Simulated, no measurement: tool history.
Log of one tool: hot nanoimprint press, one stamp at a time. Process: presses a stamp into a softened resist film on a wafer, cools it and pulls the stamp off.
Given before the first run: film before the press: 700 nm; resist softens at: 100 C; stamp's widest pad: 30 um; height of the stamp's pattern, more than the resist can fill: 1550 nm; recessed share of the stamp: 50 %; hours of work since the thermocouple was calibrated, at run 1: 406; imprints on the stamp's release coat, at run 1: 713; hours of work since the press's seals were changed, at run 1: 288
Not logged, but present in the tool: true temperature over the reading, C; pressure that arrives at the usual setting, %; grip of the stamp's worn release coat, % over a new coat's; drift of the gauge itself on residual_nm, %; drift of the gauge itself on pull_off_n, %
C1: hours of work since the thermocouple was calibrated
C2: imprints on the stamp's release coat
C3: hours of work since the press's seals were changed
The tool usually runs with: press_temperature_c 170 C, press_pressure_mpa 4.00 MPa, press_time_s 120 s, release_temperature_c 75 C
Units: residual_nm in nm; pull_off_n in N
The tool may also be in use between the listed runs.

run 1 day=0.000 | press_temperature_c=170 press_pressure_mpa=4.00 press_time_s=120 release_temperature_c=75 | C1=406 C2=713 C3=288 | residual_nm=291.3 pull_off_n=126
run 2 day=0.321 | press_temperature_c=170 press_pressure_mpa=4.00 press_time_s=120 release_temperature_c=72 | C1=411 C2=742 C3=294 | residual_nm=290.2 pull_off_n=134
run 3 day=0.788 | press_temperature_c=163 press_pressure_mpa=4.00 press_time_s=120 release_temperature_c=75 | C1=420 C2=784 C3=302 | residual_nm=394.4 pull_off_n=127
run 4 day=1.096 | press_temperature_c=163 press_pressure_mpa=4.00 press_time_s=120 release_temperature_c=75 | C1=426 C2=812 C3=308 | residual_nm=392.7 pull_off_n=127
run 5 day=1.450 | press_temperature_c=163 press_pressure_mpa=4.00 press_time_s=120 release_temperature_c=75 | C1=432 C2=844 C3=315 | residual_nm=393.0 pull_off_n=128
run 6 day=2.012 | press_temperature_c=163 press_pressure_mpa=4.00 press_time_s=120 release_temperature_c=75 | C1=443 C2=895 C3=325 | residual_nm=391.3 pull_off_n=126
-- day=2.358 plate thermocouple calibrated
run 7 day=2.562 | press_temperature_c=170 press_pressure_mpa=4.00 press_time_s=122 release_temperature_c=75 | C1=4 C2=934 C3=333 | residual_nm=285.0 pull_off_n=125
run 8 day=3.012 | press_temperature_c=170 press_pressure_mpa=4.00 press_time_s=120 release_temperature_c=75 | C1=12 C2=975 C3=342 | residual_nm=287.0 pull_off_n=123
run 9 day=3.283 | press_temperature_c=170 press_pressure_mpa=4.00 press_time_s=120 release_temperature_c=75 | C1=17 C2=999 C3=347 | residual_nm=285.8 pull_off_n=131
run 10 day=3.588 | press_temperature_c=162 press_pressure_mpa=4.00 press_time_s=120 release_temperature_c=75 | C1=23 C2=1026 C3=352 | residual_nm=406.9 pull_off_n=123
run 11 day=4.083 | press_temperature_c=162 press_pressure_mpa=4.00 press_time_s=120 release_temperature_c=75 | C1=32 C2=1071 C3=361 | residual_nm=405.7 pull_off_n=125
run 12 day=4.354 | press_temperature_c=168 press_pressure_mpa=4.00 press_time_s=120 release_temperature_c=70 | C1=37 C2=1096 C3=367 | residual_nm=311.9 pull_off_n=134
run 13 day=4.925 | press_temperature_c=160 press_pressure_mpa=5.75 press_time_s=82 release_temperature_c=61 | C1=48 C2=1147 C3=377 | residual_nm=412.7 pull_off_n=164
run 14 day=5.325 | press_temperature_c=179 press_pressure_mpa=3.26 press_time_s=223 release_temperature_c=76 | C1=55 C2=1183 C3=385 | residual_nm=174.8 pull_off_n=124

Run 15, settings as shown, results not yet in. Your forecast:
run 15 day=5.692 | press_temperature_c=179 press_pressure_mpa=3.26 press_time_s=223 release_temperature_c=76 | C1=62 C2=1217 C3=391 | residual_nm=? pull_off_n=?

{"run 15": {"residual_nm": 174.9, "pull_off_n": 123}}
The same run, on a tool lacking any hidden state, would have yielded residual_nm 179.3 nm, pull_off_n 123 N.
